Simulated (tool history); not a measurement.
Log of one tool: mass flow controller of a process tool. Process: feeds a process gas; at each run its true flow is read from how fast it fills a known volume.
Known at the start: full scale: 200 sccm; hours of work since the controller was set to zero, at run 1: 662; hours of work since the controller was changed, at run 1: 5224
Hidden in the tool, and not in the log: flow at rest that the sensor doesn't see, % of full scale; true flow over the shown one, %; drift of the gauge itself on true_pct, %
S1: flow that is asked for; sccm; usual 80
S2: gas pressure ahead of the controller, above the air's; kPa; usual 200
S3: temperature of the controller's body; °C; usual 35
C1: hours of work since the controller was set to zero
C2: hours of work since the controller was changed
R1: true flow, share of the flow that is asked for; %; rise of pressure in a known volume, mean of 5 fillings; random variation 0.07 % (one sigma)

run    hour   S1   S2  S3    C1    C2      R1
  1     0.0   80  200  35   662  5224   99.27
  2   184.6   80  200  35   779  5341   99.27
  3   394.6  182  200  35   912  5474   99.32
  4   612.6   80  200  21  1050  5612  100.02
  5   787.8   80  197  35  1161  5723   99.23
  6   895.5   80  197  35  1229  5792   99.13
  7  1098.1   80  258  35  1357  5920   99.25
  8  1295.2  100  200  35  1482  6045   99.26
  9  1542.5  100  200  35  1639  6201   99.09
 10  1741.8   80  200  35  1765  6328   99.13
 11  1905.9   80  200  35  1869  6432   99.26
 12  2060.7   80  200  35  1967  6530   99.11
 13  2255.2   80  161  35  2090  6653   99.23
 14  2369.8   80  161  35  2163  6725   99.06
 15  2492.6   80  161  35  2240  6803   99.20
 16  2643.9   80  156  35  2336  6899   99.25
 17  2774.3   80  156  35  2419  6982   99.08
 18  2930.5   80  156  35  2518  7081   99.20
 19  3047.0   40  145  25  2592  7154   99.69
 20  3271.5   80  208  22  2734  7297  100.09
 21  3381.0  196  264  22  2803  7366  100.25
 22  3576.5  108  240  27  2927  7490   99.81
 23  3729.9  108  240  27  3024  7587   99.77
 24  3935.9  108  240  27  3155  7717   99.62
 25  4062.6   22  250  35  3235  7798   99.21
 26  4283.9   22  250  35  3375  7938   99.17
 27  4517.7  185  157  32  3523  8086   99.51
 28  4762.7  185  157  32  3678  8241   99.53
 29  4964.2   85  229  25  3806  8369   99.73
 30  5065.7   80  200  24  3870  8433   99.85
 31  5211.8  149  200  24  3963  8526  100.00
 32  5380.1   20  154  37  4069  8632   98.93

Forecast each of these 5 alternatives for the next run:
     5445.0  -- controller exchanged for a calibrated one
  A  5569.0   80  200  36  79  79   ?
     5445.0  -- controller exchanged for a calibrated one
  B  5569.0   22  215  40  79  79   ?
     5445.0  -- controller exchanged for a calibrated one
  C  5569.0   85  154  33  79  79   ?
     5445.0  -- controller exchanged for a calibrated one
  D  5569.0  140  233  35  79  79   ?
     5445.0  -- controller exchanged for a calibrated one
  E  5569.0   25  200  35  79  79   ?

run     R1
  A  99.16
  B  98.88
  C  99.31
  D  99.29
  E  99.16
Without the tool's hidden state the same runs would have given:
run     R1
  A  99.16
  B  98.88
  C  99.31
  D  99.29
  E  99.15

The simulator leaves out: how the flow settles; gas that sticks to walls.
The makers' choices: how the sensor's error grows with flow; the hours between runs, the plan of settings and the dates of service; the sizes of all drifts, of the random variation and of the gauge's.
